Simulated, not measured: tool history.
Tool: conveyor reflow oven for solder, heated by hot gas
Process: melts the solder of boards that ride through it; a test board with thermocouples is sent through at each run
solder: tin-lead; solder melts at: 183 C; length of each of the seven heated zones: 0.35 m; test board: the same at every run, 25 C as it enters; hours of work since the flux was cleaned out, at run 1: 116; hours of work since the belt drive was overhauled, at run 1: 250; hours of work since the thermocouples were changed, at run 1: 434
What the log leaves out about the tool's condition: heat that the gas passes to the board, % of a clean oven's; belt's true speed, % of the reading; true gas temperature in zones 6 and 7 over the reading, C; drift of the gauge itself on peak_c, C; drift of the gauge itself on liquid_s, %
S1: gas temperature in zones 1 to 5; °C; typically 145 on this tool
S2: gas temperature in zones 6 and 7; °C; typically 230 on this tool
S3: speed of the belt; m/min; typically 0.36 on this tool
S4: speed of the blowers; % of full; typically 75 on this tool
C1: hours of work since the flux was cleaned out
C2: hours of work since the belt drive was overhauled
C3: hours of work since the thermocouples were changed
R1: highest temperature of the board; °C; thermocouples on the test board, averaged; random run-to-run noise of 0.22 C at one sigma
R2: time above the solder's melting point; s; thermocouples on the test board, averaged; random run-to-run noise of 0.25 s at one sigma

run,hour,S1,S2,S3,S4,C1,C2,C3,R1,R2
1,0,145,230,0.36,75,116,250,434,218.8,95.3
2,25.6,145,230,0.36,75,130,264,449,218.6,95.6
3,50.3,155,230,0.36,75,145,278,463,220,102.7
4,72.2,155,230,0.36,75,157,291,476,219.9,102.8
5,82.9,155,230,0.36,75,163,297,482,219.8,103.1
6,102.9,155,230,0.36,55,175,309,493,215.6,96.6
7,127.7,145,230,0.36,75,189,323,507,218.4,95.1
8,145.1,145,230,0.36,84,199,333,517,220,96.9
9,167,145,230,0.36,84,211,345,530,219.8,96.9
10,188.1,145,230,0.36,84,224,357,542,219.5,97.1
11,208.6,145,230,0.36,84,235,369,554,219.6,96.9
12,225,145,230,0.36,85,245,379,563,219.8,97
13,246.5,145,230,0.36,85,257,391,575,219.6,97
14,261.6,131,240,0.388,87,266,399,584,225.8,87.9
15,286,131,240,0.388,87,280,413,598,225.8,88.1
16,301.9,145,234,0.36,86,289,423,607,223.2,100.3
17,319.7,145,224,0.35,75,299,433,617,213.2,92.2
# hour 322.8: thermocouples of zones 6 and 7 changed
18,344.8,145,224,0.35,75,312,446,13,214.7,94.7
19,370.6,151,232,0.351,84,327,461,27,224.3,107.2
20,387.4,151,232,0.351,84,337,470,37,224.2,107.1
21,407.9,133,232,0.351,69,348,482,49,219,91.5
22,431.1,159,239,0.308,52,362,495,62,228.4,131.5
23,454.7,159,228,0.308,66,375,509,76,220.8,125.2

4 options for the next run, each taken on its own from the tool as it stands now. Forecast them:
A,471.2,145,221,0.358,51,385,518,85,?,?
B,471.2,159,226,0.308,66,385,518,85,?,?
C,471.2,151,226,0.36,75,385,518,85,?,?
D,471.2,158,230,0.348,75,385,518,85,?,?

run,R1,R2
A,205.9,76.1
B,219,123.4
C,216.6,97.3
D,221.7,110.7
Without the tool's hidden state the same runs would have given:
run,R1,R2
A,206.6,77
B,219.7,123.1
C,217.5,97.7
D,222.5,110.5
